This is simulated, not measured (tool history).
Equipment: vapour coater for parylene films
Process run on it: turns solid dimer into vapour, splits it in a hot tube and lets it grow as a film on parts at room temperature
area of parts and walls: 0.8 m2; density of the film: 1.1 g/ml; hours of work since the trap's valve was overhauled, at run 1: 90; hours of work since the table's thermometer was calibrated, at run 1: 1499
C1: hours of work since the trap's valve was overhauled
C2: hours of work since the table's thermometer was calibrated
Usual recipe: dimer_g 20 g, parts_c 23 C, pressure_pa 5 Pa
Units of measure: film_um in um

{"run": 1, "hour": 0.0, "dimer_g": 20, "parts_c": 23, "pressure_pa": 5, "C1": 90, "C2": 1499, "film_um": 17.21}
{"run": 2, "hour": 41.0, "dimer_g": 20, "parts_c": 30, "pressure_pa": 5, "C1": 114, "C2": 1523, "film_um": 14.57}
{"run": 3, "hour": 102.8, "dimer_g": 20, "parts_c": 23, "pressure_pa": 5, "C1": 151, "C2": 1560, "film_um": 16.91}
{"run": 4, "hour": 163.8, "dimer_g": 20, "parts_c": 23, "pressure_pa": 5, "C1": 187, "C2": 1596, "film_um": 16.82}
{"run": 5, "hour": 204.4, "dimer_g": 20, "parts_c": 21, "pressure_pa": 5, "C1": 211, "C2": 1620, "film_um": 17.41}
{"run": 6, "hour": 245.9, "dimer_g": 20, "parts_c": 21, "pressure_pa": 5, "C1": 236, "C2": 1645, "film_um": 17.31}
{"run": 7, "hour": 292.4, "dimer_g": 27, "parts_c": 23, "pressure_pa": 5, "C1": 263, "C2": 1672, "film_um": 22.35}
{"run": 8, "hour": 347.7, "dimer_g": 27, "parts_c": 23, "pressure_pa": 5, "C1": 296, "C2": 1705, "film_um": 22.15}
{"run": 9, "hour": 383.7, "dimer_g": 20, "parts_c": 22, "pressure_pa": 5, "C1": 317, "C2": 1726, "film_um": 16.54}
{"run": 10, "hour": 428.6, "dimer_g": 20, "parts_c": 22, "pressure_pa": 5, "C1": 344, "C2": 1753, "film_um": 16.56}
{"run": 11, "hour": 455.7, "dimer_g": 20, "parts_c": 22, "pressure_pa": 5, "C1": 360, "C2": 1769, "film_um": 16.52}
{"run": 12, "hour": 508.1, "dimer_g": 20, "parts_c": 22, "pressure_pa": 5, "C1": 391, "C2": 1800, "film_um": 16.23}
{"run": 13, "hour": 534.4, "dimer_g": 20, "parts_c": 22, "pressure_pa": 5, "C1": 406, "C2": 1816, "film_um": 16.18}
{"run": 14, "hour": 596.5, "dimer_g": 20, "parts_c": 22, "pressure_pa": 5, "C1": 443, "C2": 1852, "film_um": 15.9}
{"run": 15, "hour": 635.4, "dimer_g": 20, "parts_c": 23, "pressure_pa": 5, "C1": 466, "C2": 1875, "film_um": 15.68}
{"hour": 659.7, "done": "trap's valve overhauled"}
{"run": 16, "hour": 680.5, "dimer_g": 20, "parts_c": 23, "pressure_pa": 5, "C1": 12, "C2": 1900, "film_um": 17.41}
{"run": 17, "hour": 713.0, "dimer_g": 20, "parts_c": 23, "pressure_pa": 5, "C1": 32, "C2": 1919, "film_um": 17.59}
{"run": 18, "hour": 744.7, "dimer_g": 26, "parts_c": 23, "pressure_pa": 5, "C1": 50, "C2": 1938, "film_um": 22.6}
{"run": 19, "hour": 800.8, "dimer_g": 26, "parts_c": 23, "pressure_pa": 5, "C1": 84, "C2": 1971, "film_um": 22.54}
{"run": 20, "hour": 838.0, "dimer_g": 20, "parts_c": 23, "pressure_pa": 5, "C1": 106, "C2": 1993, "film_um": 17.53}
{"run": 21, "hour": 895.7, "dimer_g": 20, "parts_c": 23, "pressure_pa": 5, "C1": 140, "C2": 2027, "film_um": 17.04}
{"run": 22, "hour": 939.2, "dimer_g": 20, "parts_c": 23, "pressure_pa": 5, "C1": 165, "C2": 2053, "film_um": 16.94}
{"run": 23, "hour": 975.8, "dimer_g": 20, "parts_c": 23, "pressure_pa": 5, "C1": 187, "C2": 2074, "film_um": 16.72}
{"hour": 1012.0, "done": "table's thermometer calibrated"}
{"run": 24, "hour": 1033.0, "dimer_g": 20, "parts_c": 23, "pressure_pa": 5, "C1": 220, "C2": 12, "film_um": 16.71}
{"run": 25, "hour": 1083.7, "dimer_g": 20, "parts_c": 23, "pressure_pa": 5, "C1": 250, "C2": 42, "film_um": 16.55}
{"run": 26, "hour": 1111.9, "dimer_g": 20, "parts_c": 23, "pressure_pa": 5, "C1": 267, "C2": 59, "film_um": 16.68}

Run 27 is up next; what results do you expect?
{"run": 27, "hour": 1149.5, "dimer_g": 15, "parts_c": 27, "pressure_pa": 5.66, "C1": 289, "C2": 81, "film_um": "?"}

Run 27 yielded film_um 11.08 um.
Without the tool's hidden state the same run would have given film_um 11.54 um.

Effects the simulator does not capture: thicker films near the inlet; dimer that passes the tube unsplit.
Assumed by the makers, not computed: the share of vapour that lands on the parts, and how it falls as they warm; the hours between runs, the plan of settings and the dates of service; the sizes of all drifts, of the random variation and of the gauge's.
